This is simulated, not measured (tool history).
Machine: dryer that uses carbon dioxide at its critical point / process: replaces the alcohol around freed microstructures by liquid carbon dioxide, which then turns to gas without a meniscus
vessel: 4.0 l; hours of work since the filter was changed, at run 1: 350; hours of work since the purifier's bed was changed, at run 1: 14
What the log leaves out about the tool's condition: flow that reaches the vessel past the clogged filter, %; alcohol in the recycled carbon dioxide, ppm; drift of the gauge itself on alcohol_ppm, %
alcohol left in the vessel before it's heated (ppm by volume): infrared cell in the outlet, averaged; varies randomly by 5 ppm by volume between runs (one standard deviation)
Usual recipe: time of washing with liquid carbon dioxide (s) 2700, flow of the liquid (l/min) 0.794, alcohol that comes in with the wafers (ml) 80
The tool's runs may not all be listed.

run	hour	time of washing with liquid carbon dioxide (s)	flow of the liquid (l/min)	alcohol that comes in with the wafers (ml)	hours of work since the filter was changed	hours of work since the purifier's bed was changed	alcohol left in the vessel before it's heated (ppm by volume)
1	0.0	2700	0.794	80	350	14	25
2	23.0	2700	0.794	80	361	25	8
3	49.5	2700	0.794	80	374	38	29
4	85.7	2700	0.794	80	391	56	41
5	108.8	3900	0.794	80	403	67	27
6	137.7	2700	0.794	35	417	81	33
7	177.5	2700	0.794	93	436	100	55
8	217.6	2700	0.794	80	455	120	58
9	250.3	2700	0.794	80	471	136	54
# hour 269.2: inlet filter changed
10	272.5	2700	0.794	80	2	146	55
11	292.4	2640	0.794	38	11	155	54
12	326.4	3300	0.794	43	28	172	69
13	366.9	1800	0.520	36	47	192	293
14	389.8	1800	0.520	36	58	203	288
15	419.6	2100	0.799	36	73	217	92
16	450.8	2220	1.251	34	88	232	84
17	493.1	2700	0.686	28	109	253	95
18	529.1	2160	1.008	80	126	270	99

Run 19, settings as shown, results not yet in. Your forecast:
19	566.3	2160	0.478	27	144	288	?

For run 19 the tool returned alcohol left in the vessel before it's heated (ppm by volume) 222.
Had the tool carried no hidden state, the very same run would have given alcohol left in the vessel before it's heated (ppm by volume) 110.
